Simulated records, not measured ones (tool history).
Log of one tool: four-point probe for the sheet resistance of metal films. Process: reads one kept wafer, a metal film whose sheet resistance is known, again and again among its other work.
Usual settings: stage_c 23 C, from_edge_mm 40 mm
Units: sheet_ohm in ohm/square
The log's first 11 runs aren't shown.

run,day,stage_c,from_edge_mm,sheet_ohm
12,6.583,23,40,4.122361
13,7.146,23,40,4.123113
14,7.962,21,40,4.124365
15,8.783,33,40,4.116688
16,9.212,18,40,4.127891
17,9.558,18,40,4.127684
18,10.121,18,40,4.126239
19,10.858,25,15,4.124304
20,11.504,25,3,4.218224
21,12.054,24,57,4.121704
22,12.396,24,57,4.121105
23,12.958,29,22,4.118483
24,13.342,29,22,4.117526
25,13.808,19,6,4.150446
26,14.467,19,6,4.15071
27,14.829,19,6,4.149476
28,15.438,28,70,4.117329
29,16.008,21,19,4.124302
30,16.633,32,32,4.11399
31,17.442,32,32,4.11493
32,18.088,32,32,4.115279
33,18.538,32,14,4.11871
34,19.221,19,10,4.132518

4 ways to go on from here, each from the tool as it stands after run 34. What would each give?
A,20.021,20,5,?
B,20.021,34,11,?
C,20.021,29,10,?
D,20.021,23,49,?

run,sheet_ohm
A,4.15918
B,4.119787
C,4.12546
D,4.121378
Without the tool's hidden state the same runs would have given:
run,sheet_ohm
A,4.169432
B,4.129903
C,4.135606
D,4.131533

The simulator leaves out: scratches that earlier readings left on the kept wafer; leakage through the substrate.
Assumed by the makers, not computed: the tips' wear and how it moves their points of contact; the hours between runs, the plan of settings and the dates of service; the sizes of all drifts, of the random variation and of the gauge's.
